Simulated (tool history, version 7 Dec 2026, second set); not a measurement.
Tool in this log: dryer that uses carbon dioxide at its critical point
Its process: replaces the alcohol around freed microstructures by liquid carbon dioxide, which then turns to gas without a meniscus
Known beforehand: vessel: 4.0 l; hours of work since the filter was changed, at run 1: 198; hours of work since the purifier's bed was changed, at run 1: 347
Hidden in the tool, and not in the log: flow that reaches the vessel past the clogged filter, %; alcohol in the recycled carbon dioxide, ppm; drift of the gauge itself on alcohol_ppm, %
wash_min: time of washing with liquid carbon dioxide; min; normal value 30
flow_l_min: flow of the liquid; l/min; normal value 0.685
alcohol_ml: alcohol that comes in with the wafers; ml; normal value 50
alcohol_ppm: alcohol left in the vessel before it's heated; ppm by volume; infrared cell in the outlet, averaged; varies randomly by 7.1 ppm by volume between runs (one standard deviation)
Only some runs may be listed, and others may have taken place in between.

| run | day | wash_min | flow_l_min | alcohol_ml | hours of work since the filter was changed | hours of work since the purifier's bed was changed | alcohol_ppm |
|---|---|---|---|---|---|---|---|
| 1 | 0 | 30 | 0.685 | 50 | 198 | 347 | 538 |
|  | 0.275 | inlet filter changed |
| 2 | 0.854 | 30 | 0.685 | 50 | 8 | 357 | 451 |
| 3 | 1.521 | 30 | 0.685 | 50 | 16 | 366 | 467 |
| 4 | 2.221 | 31 | 0.685 | 50 | 26 | 375 | 442 |
| 5 | 2.971 | 31 | 0.685 | 50 | 36 | 385 | 455 |
| 6 | 3.412 | 30 | 0.685 | 37 | 41 | 391 | 418 |
| 7 | 4.412 | 30 | 0.685 | 37 | 55 | 404 | 412 |
| 8 | 4.954 | 30 | 0.902 | 50 | 62 | 411 | 260 |
| 9 | 5.908 | 30 | 0.902 | 50 | 74 | 424 | 258 |
| 10 | 6.9 | 30 | 0.902 | 52 | 87 | 437 | 266 |
| 11 | 7.75 | 36 | 0.685 | 50 | 99 | 448 | 336 |
| 12 | 8.233 | 36 | 0.685 | 92 | 105 | 455 | 508 |
| 13 | 9.204 | 36 | 0.685 | 92 | 118 | 468 | 522 |
| 14 | 9.988 | 30 | 0.904 | 50 | 128 | 478 | 279 |
| 15 | 10.992 | 30 | 0.904 | 50 | 142 | 491 | 305 |
| 16 | 11.654 | 30 | 0.685 | 50 | 150 | 500 | 572 |
| 17 | 12.533 | 30 | 0.581 | 50 | 162 | 512 | 892 |
| 18 | 12.979 | 30 | 0.581 | 50 | 168 | 517 | 906 |
| 19 | 14.029 | 24 | 1.062 | 50 | 182 | 531 | 363 |
| 20 | 14.483 | 24 | 1.062 | 50 | 188 | 537 | 363 |
| 21 | 15.212 | 31 | 0.852 | 61 | 197 | 547 | 392 |
|  | 15.525 | inlet filter changed |
| 22 | 15.754 | 30 | 0.783 | 50 | 3 | 554 | 368 |
| 23 | 16.779 | 30 | 0.757 | 39 | 17 | 567 | 358 |
| 24 | 17.508 | 30 | 0.757 | 39 | 26 | 577 | 359 |
| 25 | 18.196 | 30 | 0.757 | 39 | 35 | 586 | 390 |
| 26 | 18.788 | 30 | 0.757 | 39 | 43 | 594 | 384 |
| 27 | 19.321 | 32 | 0.46 | 50 | 50 | 601 | 1245 |
| 28 | 20.288 | 37 | 1.065 | 92 | 63 | 613 | 232 |
| 29 | 21.254 | 47 | 1.133 | 92 | 76 | 626 | 206 |
| 30 | 21.846 | 19 | 0.685 | 23 | 83 | 634 | 817 |
| 31 | 22.775 | 19 | 0.685 | 23 | 96 | 646 | 870 |
| 32 | 23.696 | 19 | 0.685 | 23 | 108 | 658 | 871 |
| 33 | 24.212 | 21 | 0.917 | 56 | 115 | 665 | 736 |
| 34 | 24.775 | 26 | 1.04 | 26 | 122 | 673 | 293 |

What if the next run were any one of these 4? Each begins from the tool's condition after run 34:
| A | 25.392 | 25 | 0.685 | 38 | 130 | 681 | ? |
| B | 25.392 | 31 | 0.685 | 25 | 130 | 681 | ? |
| C | 25.392 | 26 | 0.685 | 51 | 130 | 681 | ? |
| D | 25.392 | 19 | 0.546 | 26 | 130 | 681 | ? |

| run | alcohol_ppm |
|---|---|
| A | 766 |
| B | 415 |
| C | 857 |
| D | 1409 |
Take away the tool's hidden state, keep each run's random variation, and the runs would have read:
| run | alcohol_ppm |
|---|---|
| A | 460 |
| B | 162 |
| C | 542 |
| D | 1076 |

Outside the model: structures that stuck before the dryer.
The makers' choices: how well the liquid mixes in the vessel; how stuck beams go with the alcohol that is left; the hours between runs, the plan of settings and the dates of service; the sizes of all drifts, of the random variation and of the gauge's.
